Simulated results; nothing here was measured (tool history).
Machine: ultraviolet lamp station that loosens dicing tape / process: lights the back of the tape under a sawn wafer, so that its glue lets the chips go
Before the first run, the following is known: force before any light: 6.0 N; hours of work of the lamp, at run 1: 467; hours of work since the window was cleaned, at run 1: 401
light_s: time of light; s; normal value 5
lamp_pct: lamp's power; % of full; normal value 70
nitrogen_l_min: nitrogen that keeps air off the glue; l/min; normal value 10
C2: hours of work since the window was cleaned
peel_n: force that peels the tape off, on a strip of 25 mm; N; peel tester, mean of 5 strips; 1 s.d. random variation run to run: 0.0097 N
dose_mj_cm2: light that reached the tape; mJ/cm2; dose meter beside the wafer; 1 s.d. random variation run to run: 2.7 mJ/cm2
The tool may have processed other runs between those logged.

{"run": 1, "hour": 0.0, "light_s": 5, "lamp_pct": 70, "nitrogen_l_min": 10, "hours of work of the lamp": 467, "C2": 401, "peel_n": 0.594, "dose_mj_cm2": 299}
{"run": 2, "hour": 17.2, "light_s": 5, "lamp_pct": 70, "nitrogen_l_min": 10, "hours of work of the lamp": 480, "C2": 414, "peel_n": 0.618, "dose_mj_cm2": 299}
{"run": 3, "hour": 33.5, "light_s": 5, "lamp_pct": 70, "nitrogen_l_min": 10, "hours of work of the lamp": 492, "C2": 426, "peel_n": 0.592, "dose_mj_cm2": 300}
{"run": 4, "hour": 49.5, "light_s": 5, "lamp_pct": 70, "nitrogen_l_min": 7, "hours of work of the lamp": 504, "C2": 438, "peel_n": 0.74, "dose_mj_cm2": 289}
{"run": 5, "hour": 78.7, "light_s": 5, "lamp_pct": 70, "nitrogen_l_min": 7, "hours of work of the lamp": 526, "C2": 460, "peel_n": 0.765, "dose_mj_cm2": 297}
{"run": 6, "hour": 98.9, "light_s": 5, "lamp_pct": 70, "nitrogen_l_min": 7, "hours of work of the lamp": 541, "C2": 475, "peel_n": 0.764, "dose_mj_cm2": 296}
{"run": 7, "hour": 127.7, "light_s": 5, "lamp_pct": 70, "nitrogen_l_min": 10, "hours of work of the lamp": 562, "C2": 496, "peel_n": 0.653, "dose_mj_cm2": 290}
{"run": 8, "hour": 157.7, "light_s": 5, "lamp_pct": 70, "nitrogen_l_min": 10, "hours of work of the lamp": 585, "C2": 519, "peel_n": 0.67, "dose_mj_cm2": 285}
{"run": 9, "hour": 175.1, "light_s": 5, "lamp_pct": 91, "nitrogen_l_min": 10, "hours of work of the lamp": 598, "C2": 532, "peel_n": 0.404, "dose_mj_cm2": 367}
{"run": 10, "hour": 199.1, "light_s": 5, "lamp_pct": 91, "nitrogen_l_min": 10, "hours of work of the lamp": 616, "C2": 550, "peel_n": 0.392, "dose_mj_cm2": 361}
{"run": 11, "hour": 228.3, "light_s": 5, "lamp_pct": 91, "nitrogen_l_min": 10, "hours of work of the lamp": 637, "C2": 572, "peel_n": 0.4, "dose_mj_cm2": 361}
{"hour": 237.8, "done": "window cleaned of glue's vapour"}
{"run": 12, "hour": 245.4, "light_s": 5, "lamp_pct": 91, "nitrogen_l_min": 10, "hours of work of the lamp": 650, "C2": 6, "peel_n": 0.437, "dose_mj_cm2": 348}
{"run": 13, "hour": 271.9, "light_s": 5, "lamp_pct": 91, "nitrogen_l_min": 10, "hours of work of the lamp": 670, "C2": 26, "peel_n": 0.464, "dose_mj_cm2": 349}
{"hour": 293.9, "done": "window cleaned of glue's vapour, once more"}
{"run": 14, "hour": 298.0, "light_s": 5, "lamp_pct": 70, "nitrogen_l_min": 20, "hours of work of the lamp": 689, "C2": 3, "peel_n": 0.48, "dose_mj_cm2": 295}
{"run": 15, "hour": 331.1, "light_s": 5, "lamp_pct": 70, "nitrogen_l_min": 20, "hours of work of the lamp": 713, "C2": 28, "peel_n": 0.484, "dose_mj_cm2": 291}
{"run": 16, "hour": 349.1, "light_s": 5, "lamp_pct": 70, "nitrogen_l_min": 10, "hours of work of the lamp": 727, "C2": 41, "peel_n": 0.644, "dose_mj_cm2": 288}
{"run": 17, "hour": 369.1, "light_s": 5, "lamp_pct": 70, "nitrogen_l_min": 14, "hours of work of the lamp": 742, "C2": 56, "peel_n": 0.57, "dose_mj_cm2": 286}
{"run": 18, "hour": 392.4, "light_s": 5, "lamp_pct": 70, "nitrogen_l_min": 14, "hours of work of the lamp": 759, "C2": 74, "peel_n": 0.546, "dose_mj_cm2": 288}
{"run": 19, "hour": 412.8, "light_s": 5, "lamp_pct": 70, "nitrogen_l_min": 14, "hours of work of the lamp": 774, "C2": 89, "peel_n": 0.603, "dose_mj_cm2": 281}
{"run": 20, "hour": 434.3, "light_s": 5, "lamp_pct": 70, "nitrogen_l_min": 10, "hours of work of the lamp": 790, "C2": 105, "peel_n": 0.677, "dose_mj_cm2": 278}
{"run": 21, "hour": 463.6, "light_s": 5, "lamp_pct": 70, "nitrogen_l_min": 10, "hours of work of the lamp": 812, "C2": 127, "peel_n": 0.731, "dose_mj_cm2": 277}
{"run": 22, "hour": 494.6, "light_s": 5, "lamp_pct": 70, "nitrogen_l_min": 10, "hours of work of the lamp": 836, "C2": 150, "peel_n": 0.722, "dose_mj_cm2": 276}
{"run": 23, "hour": 522.3, "light_s": 5, "lamp_pct": 70, "nitrogen_l_min": 10, "hours of work of the lamp": 856, "C2": 171, "peel_n": 0.741, "dose_mj_cm2": 275}
{"run": 24, "hour": 549.4, "light_s": 8, "lamp_pct": 90, "nitrogen_l_min": 20, "hours of work of the lamp": 877, "C2": 191, "peel_n": 0.141, "dose_mj_cm2": 553}
{"run": 25, "hour": 564.8, "light_s": 6, "lamp_pct": 78, "nitrogen_l_min": 10, "hours of work of the lamp": 888, "C2": 202, "peel_n": 0.417, "dose_mj_cm2": 356}
{"run": 26, "hour": 597.6, "light_s": 5, "lamp_pct": 65, "nitrogen_l_min": 10, "hours of work of the lamp": 913, "C2": 227, "peel_n": 0.888, "dose_mj_cm2": 243}
{"run": 27, "hour": 617.0, "light_s": 2, "lamp_pct": 75, "nitrogen_l_min": 10, "hours of work of the lamp": 927, "C2": 241, "peel_n": 2.344, "dose_mj_cm2": 110}
{"run": 28, "hour": 632.9, "light_s": 5, "lamp_pct": 91, "nitrogen_l_min": 4, "hours of work of the lamp": 939, "C2": 253, "peel_n": 0.761, "dose_mj_cm2": 338}
{"run": 29, "hour": 648.3, "light_s": 3, "lamp_pct": 91, "nitrogen_l_min": 4, "hours of work of the lamp": 950, "C2": 265, "peel_n": 1.667, "dose_mj_cm2": 205}
{"run": 30, "hour": 671.6, "light_s": 5, "lamp_pct": 82, "nitrogen_l_min": 5, "hours of work of the lamp": 968, "C2": 282, "peel_n": 0.854, "dose_mj_cm2": 305}
{"run": 31, "hour": 690.0, "light_s": 9, "lamp_pct": 70, "nitrogen_l_min": 7, "hours of work of the lamp": 982, "C2": 296, "peel_n": 0.306, "dose_mj_cm2": 461}
{"run": 32, "hour": 708.8, "light_s": 4, "lamp_pct": 74, "nitrogen_l_min": 4, "hours of work of the lamp": 996, "C2": 310, "peel_n": 1.618, "dose_mj_cm2": 219}
{"run": 33, "hour": 724.3, "light_s": 5, "lamp_pct": 70, "nitrogen_l_min": 13, "hours of work of the lamp": 1007, "C2": 322, "peel_n": 0.759, "dose_mj_cm2": 253}
{"run": 34, "hour": 741.2, "light_s": 4, "lamp_pct": 74, "nitrogen_l_min": 13, "hours of work of the lamp": 1020, "C2": 334, "peel_n": 1.046, "dose_mj_cm2": 214}
{"run": 35, "hour": 762.7, "light_s": 3, "lamp_pct": 74, "nitrogen_l_min": 13, "hours of work of the lamp": 1036, "C2": 350, "peel_n": 1.53, "dose_mj_cm2": 155}
{"run": 36, "hour": 790.1, "light_s": 6, "lamp_pct": 70, "nitrogen_l_min": 8, "hours of work of the lamp": 1056, "C2": 371, "peel_n": 0.708, "dose_mj_cm2": 294}
{"run": 37, "hour": 813.1, "light_s": 2, "lamp_pct": 85, "nitrogen_l_min": 4, "hours of work of the lamp": 1074, "C2": 388, "peel_n": 2.969, "dose_mj_cm2": 116}
{"run": 38, "hour": 834.5, "light_s": 2, "lamp_pct": 85, "nitrogen_l_min": 4, "hours of work of the lamp": 1089, "C2": 404, "peel_n": 2.889, "dose_mj_cm2": 120}
{"run": 39, "hour": 862.1, "light_s": 5, "lamp_pct": 61, "nitrogen_l_min": 17, "hours of work of the lamp": 1110, "C2": 424, "peel_n": 0.949, "dose_mj_cm2": 214}
{"hour": 868.4, "done": "lamp changed"}
{"run": 40, "hour": 882.9, "light_s": 5, "lamp_pct": 80, "nitrogen_l_min": 10, "hours of work of the lamp": 11, "C2": 439, "peel_n": 0.365, "dose_mj_cm2": 384}
{"run": 41, "hour": 909.2, "light_s": 5, "lamp_pct": 80, "nitrogen_l_min": 10, "hours of work of the lamp": 30, "C2": 459, "peel_n": 0.374, "dose_mj_cm2": 382}
{"run": 42, "hour": 939.7, "light_s": 5, "lamp_pct": 70, "nitrogen_l_min": 10, "hours of work of the lamp": 53, "C2": 482, "peel_n": 0.507, "dose_mj_cm2": 323}
{"run": 43, "hour": 967.1, "light_s": 3, "lamp_pct": 70, "nitrogen_l_min": 10, "hours of work of the lamp": 74, "C2": 502, "peel_n": 1.273, "dose_mj_cm2": 198}

For some of the steps in peel_n from one run to the next: how much would appear even if the tool had no hidden state, given the settings, what came in and random variation, and how much remains for the hidden state plus any gauge scatter that the measured result and the result without hidden state don't share?
Hidden state at play: lamp's light, % of a new lamp's; light that the window lets through, % of a clean one's; drift of the gauge itself on peel_n, %; drift of the gauge itself on dose_mj_cm2, %.
Run 27 -> 28: light_s 2 -> 5, lamp_pct 75 -> 91, nitrogen_l_min 10 -> 4. peel_n -1.583 N: hidden state -0.287, all else -1.296.
Run 31 -> 32: light_s 9 -> 4, lamp_pct 70 -> 74, nitrogen_l_min 7 -> 4. peel_n +1.312 N: hidden state +0.510, all else +0.802.
Run 36 -> 37: light_s 6 -> 2, lamp_pct 70 -> 85, nitrogen_l_min 8 -> 4. peel_n +2.261 N: hidden state +0.468, all else +1.793.
Run 38 -> 39: light_s 2 -> 5, lamp_pct 85 -> 61, nitrogen_l_min 4 -> 17. peel_n -1.940 N: hidden state -0.326, all else -1.614.
Run 39 -> 40: lamp_pct 61 -> 80, nitrogen_l_min 17 -> 10, lamp changed. peel_n -0.584 N: hidden state -0.467, all else -0.117.

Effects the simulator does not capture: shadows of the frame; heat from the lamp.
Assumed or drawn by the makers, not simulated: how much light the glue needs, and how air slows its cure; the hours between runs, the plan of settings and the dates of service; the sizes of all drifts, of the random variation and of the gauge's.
